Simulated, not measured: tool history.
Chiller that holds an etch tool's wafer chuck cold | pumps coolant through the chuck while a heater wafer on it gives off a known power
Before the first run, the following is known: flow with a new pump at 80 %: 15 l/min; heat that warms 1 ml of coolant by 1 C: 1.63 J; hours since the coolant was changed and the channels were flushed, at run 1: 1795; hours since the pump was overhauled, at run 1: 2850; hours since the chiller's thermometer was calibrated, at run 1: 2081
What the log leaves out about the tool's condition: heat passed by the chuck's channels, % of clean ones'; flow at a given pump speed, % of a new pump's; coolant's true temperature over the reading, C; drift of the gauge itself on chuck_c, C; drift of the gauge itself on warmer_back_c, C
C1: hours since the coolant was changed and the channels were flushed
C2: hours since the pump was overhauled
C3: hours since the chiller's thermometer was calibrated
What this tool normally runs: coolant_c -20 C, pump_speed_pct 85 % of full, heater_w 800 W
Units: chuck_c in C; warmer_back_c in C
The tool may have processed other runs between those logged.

run 1 hour=0 | coolant_c=-20 pump_speed_pct=85 heater_w=800 | C1=1795 C2=2850 C3=2081 | chuck_c=-15.36 warmer_back_c=1.92
run 2 hour=65.7 | coolant_c=-20 pump_speed_pct=85 heater_w=800 | C1=1861 C2=2916 C3=2146 | chuck_c=-15.39 warmer_back_c=1.9
run 3 hour=131.2 | coolant_c=-20 pump_speed_pct=85 heater_w=800 | C1=1926 C2=2981 C3=2212 | chuck_c=-15.46 warmer_back_c=1.9
run 4 hour=160.4 | coolant_c=-20 pump_speed_pct=85 heater_w=800 | C1=1955 C2=3011 C3=2241 | chuck_c=-15.4 warmer_back_c=1.91
run 5 hour=201.3 | coolant_c=-20 pump_speed_pct=85 heater_w=800 | C1=1996 C2=3051 C3=2282 | chuck_c=-15.4 warmer_back_c=1.89
run 6 hour=231.8 | coolant_c=-20 pump_speed_pct=85 heater_w=800 | C1=2027 C2=3082 C3=2312 | chuck_c=-15.34 warmer_back_c=1.94
run 7 hour=275.6 | coolant_c=-20 pump_speed_pct=85 heater_w=800 | C1=2071 C2=3126 C3=2356 | chuck_c=-15.38 warmer_back_c=1.95
run 8 hour=310.3 | coolant_c=-20 pump_speed_pct=85 heater_w=800 | C1=2105 C2=3160 C3=2391 | chuck_c=-15.33 warmer_back_c=1.92
run 9 hour=356.4 | coolant_c=-20 pump_speed_pct=85 heater_w=800 | C1=2151 C2=3206 C3=2437 | chuck_c=-15.34 warmer_back_c=1.9
run 10 hour=414.5 | coolant_c=-20 pump_speed_pct=85 heater_w=800 | C1=2210 C2=3265 C3=2495 | chuck_c=-15.41 warmer_back_c=1.89
run 11 hour=484.6 | coolant_c=-20 pump_speed_pct=94 heater_w=800 | C1=2280 C2=3335 C3=2565 | chuck_c=-15.76 warmer_back_c=1.71
run 12 hour=550 | coolant_c=-20 pump_speed_pct=85 heater_w=800 | C1=2345 C2=3400 C3=2631 | chuck_c=-15.33 warmer_back_c=1.9
run 13 hour=597.7 | coolant_c=-20 pump_speed_pct=85 heater_w=800 | C1=2393 C2=3448 C3=2678 | chuck_c=-15.44 warmer_back_c=1.92
run 14 hour=661.1 | coolant_c=-20 pump_speed_pct=85 heater_w=800 | C1=2456 C2=3511 C3=2742 | chuck_c=-15.28 warmer_back_c=1.94
run 15 hour=719.3 | coolant_c=-20 pump_speed_pct=75 heater_w=800 | C1=2514 C2=3569 C3=2800 | chuck_c=-14.73 warmer_back_c=2.17
run 16 hour=765.4 | coolant_c=-20 pump_speed_pct=75 heater_w=800 | C1=2560 C2=3616 C3=2846 | chuck_c=-14.75 warmer_back_c=2.25
run 17 hour=797.7 | coolant_c=-13 pump_speed_pct=75 heater_w=800 | C1=2593 C2=3648 C3=2878 | chuck_c=-7.73 warmer_back_c=2.22
run 18 hour=841.7 | coolant_c=-16 pump_speed_pct=85 heater_w=1067 | C1=2637 C2=3692 C3=2922 | chuck_c=-9.63 warmer_back_c=2.56
run 19 hour=901.5 | coolant_c=-16 pump_speed_pct=85 heater_w=1067 | C1=2696 C2=3752 C3=2982 | chuck_c=-9.73 warmer_back_c=2.59
run 20 hour=935.8 | coolant_c=-16 pump_speed_pct=85 heater_w=1067 | C1=2731 C2=3786 C3=3016 | chuck_c=-9.66 warmer_back_c=2.54
run 21 hour=1004.7 | coolant_c=-16 pump_speed_pct=85 heater_w=1067 | C1=2800 C2=3855 C3=3085 | chuck_c=-9.74 warmer_back_c=2.59
run 22 hour=1070.8 | coolant_c=-27 pump_speed_pct=62 heater_w=800 | C1=2866 C2=3921 C3=3151 | chuck_c=-20.68 warmer_back_c=2.8
run 23 hour=1106.5 | coolant_c=-18 pump_speed_pct=93 heater_w=800 | C1=2902 C2=3957 C3=3187 | chuck_c=-13.73 warmer_back_c=1.75
run 24 hour=1163.4 | coolant_c=-18 pump_speed_pct=93 heater_w=800 | C1=2958 C2=4014 C3=3244 | chuck_c=-13.77 warmer_back_c=1.75
run 25 hour=1210.7 | coolant_c=-18 pump_speed_pct=93 heater_w=547 | C1=3006 C2=4061 C3=3291 | chuck_c=-15.09 warmer_back_c=1.21
run 26 hour=1258.2 | coolant_c=-18 pump_speed_pct=93 heater_w=547 | C1=3053 C2=4108 C3=3339 | chuck_c=-15.14 warmer_back_c=1.23
run 27 hour=1291.3 | coolant_c=-23 pump_speed_pct=93 heater_w=547 | C1=3086 C2=4141 C3=3372 | chuck_c=-20.11 warmer_back_c=1.18
run 28 hour=1338.9 | coolant_c=-28 pump_speed_pct=82 heater_w=990 | C1=3134 C2=4189 C3=3419 | chuck_c=-21.93 warmer_back_c=2.52
run 29 hour=1396.5 | coolant_c=-15 pump_speed_pct=88 heater_w=990 | C1=3191 C2=4247 C3=3477 | chuck_c=-9.38 warmer_back_c=2.32
run 30 hour=1452.5 | coolant_c=-15 pump_speed_pct=69 heater_w=990 | C1=3248 C2=4303 C3=3533 | chuck_c=-7.88 warmer_back_c=3.08
run 31 hour=1488.9 | coolant_c=-23 pump_speed_pct=85 heater_w=800 | C1=3284 C2=4339 C3=3569 | chuck_c=-18.34 warmer_back_c=1.93

Alternative continuations, all from the tool just after run 31; predict every row:
run A hour=1556.1 | coolant_c=-15 pump_speed_pct=69 heater_w=996 | C1=3351 C2=4406 C3=3637 | chuck_c=? warmer_back_c=?
run B hour=1556.1 | coolant_c=-20 pump_speed_pct=85 heater_w=800 | C1=3351 C2=4406 C3=3637 | chuck_c=? warmer_back_c=?
run C hour=1556.1 | coolant_c=-20 pump_speed_pct=85 heater_w=678 | C1=3351 C2=4406 C3=3637 | chuck_c=? warmer_back_c=?

run=A chuck_c=-7.7 warmer_back_c=3.09
run=B chuck_c=-15.34 warmer_back_c=1.95
run=C chuck_c=-16.01 warmer_back_c=1.65
What these runs would have given with no unlogged condition in the tool:
run=A chuck_c=-8.12 warmer_back_c=2.9
run=B chuck_c=-15.55 warmer_back_c=1.83
run=C chuck_c=-16.15 warmer_back_c=1.55
